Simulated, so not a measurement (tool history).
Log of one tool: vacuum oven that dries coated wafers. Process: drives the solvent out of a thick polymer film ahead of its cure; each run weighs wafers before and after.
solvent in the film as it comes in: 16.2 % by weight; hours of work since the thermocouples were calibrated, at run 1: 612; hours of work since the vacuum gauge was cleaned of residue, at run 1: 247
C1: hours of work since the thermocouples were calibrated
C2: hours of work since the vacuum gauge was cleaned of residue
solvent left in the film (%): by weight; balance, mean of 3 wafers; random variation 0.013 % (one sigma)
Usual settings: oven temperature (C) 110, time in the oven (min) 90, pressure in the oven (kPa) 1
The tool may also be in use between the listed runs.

{"run": 1, "hour": 0.0, "oven temperature (C)": 110, "time in the oven (min)": 90, "pressure in the oven (kPa)": 1, "C1": 612, "C2": 247, "solvent left in the film (%)": 2.46}
{"run": 2, "hour": 9.3, "oven temperature (C)": 110, "time in the oven (min)": 62, "pressure in the oven (kPa)": 1, "C1": 617, "C2": 252, "solvent left in the film (%)": 3.94}
{"run": 3, "hour": 18.7, "oven temperature (C)": 110, "time in the oven (min)": 62, "pressure in the oven (kPa)": 1, "C1": 622, "C2": 258, "solvent left in the film (%)": 3.94}
{"run": 4, "hour": 32.9, "oven temperature (C)": 110, "time in the oven (min)": 57, "pressure in the oven (kPa)": 1, "C1": 630, "C2": 266, "solvent left in the film (%)": 4.31}
{"run": 5, "hour": 44.1, "oven temperature (C)": 110, "time in the oven (min)": 57, "pressure in the oven (kPa)": 1, "C1": 637, "C2": 272, "solvent left in the film (%)": 4.28}
{"run": 6, "hour": 57.0, "oven temperature (C)": 111, "time in the oven (min)": 57, "pressure in the oven (kPa)": 1, "C1": 644, "C2": 280, "solvent left in the film (%)": 4.12}
{"hour": 69.4, "done": "oven's thermocouples calibrated"}
{"run": 7, "hour": 78.5, "oven temperature (C)": 105, "time in the oven (min)": 116, "pressure in the oven (kPa)": 1, "C1": 5, "C2": 291, "solvent left in the film (%)": 2.57}
{"hour": 80.8, "done": "vacuum gauge cleaned of residue and calibrated"}
{"run": 8, "hour": 89.4, "oven temperature (C)": 110, "time in the oven (min)": 123, "pressure in the oven (kPa)": 1.58, "C1": 11, "C2": 5, "solvent left in the film (%)": 2.15}
{"run": 9, "hour": 107.5, "oven temperature (C)": 104, "time in the oven (min)": 73, "pressure in the oven (kPa)": 3.94, "C1": 21, "C2": 15, "solvent left in the film (%)": 6.6}
{"run": 10, "hour": 119.1, "oven temperature (C)": 105, "time in the oven (min)": 111, "pressure in the oven (kPa)": 1.12, "C1": 27, "C2": 22, "solvent left in the film (%)": 2.82}
{"run": 11, "hour": 129.9, "oven temperature (C)": 111, "time in the oven (min)": 90, "pressure in the oven (kPa)": 3.87, "C1": 34, "C2": 28, "solvent left in the film (%)": 4.35}

Forecast each of these 4 alternatives for the next run:
{"run": "A", "hour": 147.6, "oven temperature (C)": 111, "time in the oven (min)": 77, "pressure in the oven (kPa)": 1, "C1": 44, "C2": 38, "solvent left in the film (%)": "?"}
{"run": "B", "hour": 147.6, "oven temperature (C)": 108, "time in the oven (min)": 89, "pressure in the oven (kPa)": 2.73, "C1": 44, "C2": 38, "solvent left in the film (%)": "?"}
{"run": "C", "hour": 147.6, "oven temperature (C)": 110, "time in the oven (min)": 90, "pressure in the oven (kPa)": 1.75, "C1": 44, "C2": 38, "solvent left in the film (%)": "?"}
{"run": "D", "hour": 147.6, "oven temperature (C)": 117, "time in the oven (min)": 90, "pressure in the oven (kPa)": 1, "C1": 44, "C2": 38, "solvent left in the film (%)": "?"}

run=A solvent_left_in_the_film_(%)=3.12
run=B solvent_left_in_the_film_(%)=4.2
run=C solvent_left_in_the_film_(%)=3.14
run=D solvent_left_in_the_film_(%)=1.78
Without the tool's hidden state the same runs would have given:
run=A solvent_left_in_the_film_(%)=3
run=B solvent_left_in_the_film_(%)=4.07
run=C solvent_left_in_the_film_(%)=3.02
run=D solvent_left_in_the_film_(%)=1.68

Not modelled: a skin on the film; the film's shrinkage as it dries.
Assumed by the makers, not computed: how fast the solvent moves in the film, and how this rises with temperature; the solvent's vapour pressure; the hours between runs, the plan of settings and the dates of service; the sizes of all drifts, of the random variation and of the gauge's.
